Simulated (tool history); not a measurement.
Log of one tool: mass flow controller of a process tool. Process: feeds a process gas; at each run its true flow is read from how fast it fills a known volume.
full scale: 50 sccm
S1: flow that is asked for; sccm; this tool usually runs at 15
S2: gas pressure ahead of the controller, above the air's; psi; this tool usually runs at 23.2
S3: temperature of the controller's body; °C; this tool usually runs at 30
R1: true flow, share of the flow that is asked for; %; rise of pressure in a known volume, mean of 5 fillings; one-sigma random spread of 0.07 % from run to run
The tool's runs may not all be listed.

run,hour,S1,S2,S3,R1
1,0,15,23.2,30,90.55
2,151,15,23.2,30,90.26
3,319.6,15,23.2,30,94.82
4,440.3,15,23.2,30,94.53
5,618.9,15,23.2,30,94.43
6,732.9,15,23.2,30,94.25
7,868.5,15,26.1,30,94.13
8,1095.6,15,23.2,30,93.78
9,1234.2,15,23.2,30,93.61
10,1404,15,23.2,30,97.86
11,1637.4,15,23.2,30,97.6
12,1743.3,15,23.2,30,97.44
13,1902.5,15,23.2,30,97.27
14,2063.2,15,33.1,30,97.54
15,2219.2,50,20.6,28,99.45
16,2451.9,32,23.2,30,98.18
17,2634.3,6,27.1,38,95.04
18,2850.5,37,32.8,30,98.48
19,2956.8,15,23.2,31,96.17
20,3162.7,15,23.2,31,96
21,3294.5,15,23.2,26,95.21
22,3479.3,27,23.1,26,96.52
23,3594.7,18,27.3,35,96.33
24,3833.2,11,40,22,93.7
25,4019.5,22,33.8,23,95.35
26,4171.4,15,31.3,35,95.22
27,4305.3,20,24.9,22,94.52
28,4412,13,33.8,24,93.53

Removed from this log: 2 entries logged between the listed runs. Between which two listed runs does each belong, and how does the tool's hidden state at the listed run before it compare with that at the listed run after it?
Logged between run 2 and run 3: controller's zero set anew (hour 297.9)
  flow at rest that the sensor doesn't see, % of full scale: -1.387 -> -0.027; true flow over the shown one, %: -3.21 -> -3.3
  measured value less the no-hidden-state value, R1: -7.84 -> -3.39 %
Logged between run 9 and run 10: controller exchanged for a calibrated one (hour 1256.5)
  flow at rest that the sensor doesn't see, % of full scale: -0.233 -> -0.054; true flow over the shown one, %: -3.76 -> -0.07
  measured value less the no-hidden-state value, R1: -4.53 -> -0.25 %

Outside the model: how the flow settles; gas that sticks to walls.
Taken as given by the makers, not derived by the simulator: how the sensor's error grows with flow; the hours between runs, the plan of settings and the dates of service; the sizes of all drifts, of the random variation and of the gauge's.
